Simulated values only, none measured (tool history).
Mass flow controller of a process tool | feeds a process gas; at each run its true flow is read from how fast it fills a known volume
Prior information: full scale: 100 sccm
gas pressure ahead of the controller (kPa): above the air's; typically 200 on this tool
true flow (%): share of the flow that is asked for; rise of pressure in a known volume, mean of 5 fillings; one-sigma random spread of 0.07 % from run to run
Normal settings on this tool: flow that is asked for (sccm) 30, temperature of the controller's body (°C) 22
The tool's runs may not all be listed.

run   hour  flow that is asked for (sccm)  gas pressure ahead of the controller (kPa)  temperature of the controller's body (°C)  true flow (%)
  1    0.0                             30                                         200                                         22          98.15
  2   86.4                             30                                         200                                         22          98.04
  3  194.6                             30                                         200                                         22          98.06
  4  277.0                             30                                         178                                         22          98.25
  5  381.3                             30                                         178                                         22          98.44
     386.4  -- controller's zero set anew
  6  472.3                             30                                         200                                         23          98.50
  7  519.4                             13                                         156                                         20          98.22

Expected results for the next run?
  8  586.3                             13                                         156                                         20              ?

{"run 8": {"true flow (%)": 98.28}}
If the tool had no hidden condition, the same run with the same run-to-run variation would have returned true flow (%) 97.40.
